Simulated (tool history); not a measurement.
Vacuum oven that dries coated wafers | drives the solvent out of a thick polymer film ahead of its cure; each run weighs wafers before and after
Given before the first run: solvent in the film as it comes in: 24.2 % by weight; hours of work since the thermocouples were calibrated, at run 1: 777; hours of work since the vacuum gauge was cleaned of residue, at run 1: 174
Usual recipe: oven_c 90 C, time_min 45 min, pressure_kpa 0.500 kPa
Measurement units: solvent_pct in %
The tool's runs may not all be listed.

run     day  oven_c  time_min  pressure_kpa  hours of work since the thermocouples were calibrated  hours of work since the vacuum gauge was cleaned of residue  solvent_pct
  1   0.000      90        45         0.500                                                    777                                                          174         2.10
  2   0.992      90        33         0.500                                                    789                                                          185         3.76
      1.450  -- oven's thermocouples calibrated
  3   2.000      90        33         0.500                                                      7                                                          196         4.21
  4   2.962      90        33         0.500                                                     18                                                          208         4.19
  5   3.771      90        33         0.500                                                     28                                                          217         4.24
  6   4.246      90        45         0.500                                                     33                                                          223         2.49
  7   4.979      90        80         0.500                                                     42                                                          232         0.90
  8   6.108      90        80         0.500                                                     55                                                          245         0.92
  9   6.896      90        46         0.500                                                     65                                                          255         2.45
 10   7.383      83        45         0.500                                                     71                                                          260         4.74
      7.867  -- oven's thermocouples calibrated, once more
 11   7.975      83        45         0.500                                                      1                                                          266         3.60
 12   8.596      83        45         0.500                                                      9                                                          274         3.58
 13   9.258      83        45         0.500                                                     17                                                          282         3.54
 14  10.400      90        45         0.500                                                     30                                                          295         1.73
 15  11.300      90        45         0.500                                                     41                                                          306         1.78
 16  12.267     102        50         0.500                                                     52                                                          317         0.46
 17  12.867      82        24         0.522                                                     59                                                          325         8.25
 18  13.667      75        79         1.368                                                     69                                                          334         4.32
 19  14.633      87        34         1.294                                                     81                                                          346         4.49
 20  15.529      86        45         1.692                                                     91                                                          356         3.72
 21  16.296      86        45         1.692                                                    100                                                          365         3.76
 22  17.042      86        45         1.692                                                    109                                                          374         3.91
 23  17.771      76        23         1.229                                                    118                                                          383        11.44
 24  18.421      87        59         0.491                                                    126                                                          391         1.56
 25  19.183      87        59         0.491                                                    135                                                          400         1.52
 26  20.150      87        59         0.491                                                    146                                                          411         1.49
 27  20.971      87        59         0.491                                                    156                                                          421         1.58
 28  22.138      87        59         0.491                                                    170                                                          435         1.53
 29  23.121      99        60         0.454                                                    181                                                          447         0.50

Branching from run 29: 5 alternative next runs. What would each branch give?
  A  24.142      99        48         0.500                                                    194                                                          459            ?
  B  24.142     101        60         1.401                                                    194                                                          459            ?
  C  24.142      85        23         0.687                                                    194                                                          459            ?
  D  24.142      79        34         0.500                                                    194                                                          459            ?
  E  24.142      92        33         0.454                                                    194                                                          459            ?

run  solvent_pct
  A         0.68
  B         0.89
  C         7.61
  D         7.13
  E         2.75
Take away the tool's hidden state, keep each run's random variation, and the runs would have read:
run  solvent_pct
  A         0.53
  B         0.76
  C         7.32
  D         6.79
  E         2.51

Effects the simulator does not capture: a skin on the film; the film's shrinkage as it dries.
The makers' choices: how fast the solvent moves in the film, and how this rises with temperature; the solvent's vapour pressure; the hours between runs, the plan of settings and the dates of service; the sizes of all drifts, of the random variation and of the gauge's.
